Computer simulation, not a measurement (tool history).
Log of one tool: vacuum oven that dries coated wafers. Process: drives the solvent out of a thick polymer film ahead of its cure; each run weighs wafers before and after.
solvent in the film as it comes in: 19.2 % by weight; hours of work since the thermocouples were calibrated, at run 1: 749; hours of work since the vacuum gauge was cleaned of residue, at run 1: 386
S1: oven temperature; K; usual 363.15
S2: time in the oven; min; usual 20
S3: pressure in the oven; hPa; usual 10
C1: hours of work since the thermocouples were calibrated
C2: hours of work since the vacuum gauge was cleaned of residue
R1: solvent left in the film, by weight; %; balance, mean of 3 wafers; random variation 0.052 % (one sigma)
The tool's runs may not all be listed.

run,hour,S1,S2,S3,C1,C2,R1
1,0,363.15,20,10,749,386,1.26
2,33.9,363.15,20,10,770,406,1.29
3,78.3,363.15,20,10,797,434,1.2
4,125.3,370.15,20,10,826,462,0.39
5,152.4,363.15,20,10,842,479,1.3
6,190,363.15,20,10,865,502,1.26
7,247.5,363.15,20,10,900,537,1.21
8,275.9,363.15,20,10,918,554,1.25
9,317.9,363.15,20,10,943,580,1.19
10,350.3,360.15,20,10,963,600,1.85
11,400.2,360.15,20,10,994,630,1.84
12,436.4,360.15,20,10,1016,652,1.79
# hour 458.1: oven's thermocouples calibrated
13,473.5,363.15,20,35.5,9,674,2.31
14,514.1,351.15,23,8.4,34,698,4.96
15,545.6,348.15,35,34.3,53,718,5.22
16,569.8,364.15,15,18.2,68,732,2.59
17,599.1,348.15,26,18.2,86,750,5.96
18,638.1,348.15,26,18.2,110,774,5.96
19,666.9,365.15,26,18.2,127,792,0.89
20,694.3,354.15,11,12.1,144,808,7.71
21,741.1,358.15,11,12.2,173,837,6.11
22,787.9,360.15,24,19.9,201,865,1.99
23,817.1,360.15,24,19.9,219,883,2.01
24,848.2,360.15,24,19.9,238,902,2.06
25,874.8,364.15,20,10,254,918,1.24

3 options for the next run, each taken on its own from the tool as it stands now. Forecast them:
A,909.2,363.15,20,18.7,275,939,?
B,909.2,372.15,20,34.5,275,939,?
C,909.2,377.15,30,7.8,275,939,?

run,R1
A,1.69
B,1.01
C,0.15
Without the tool's hidden state the same runs would have given:
run,R1
A,1.81
B,1.03
C,0.14
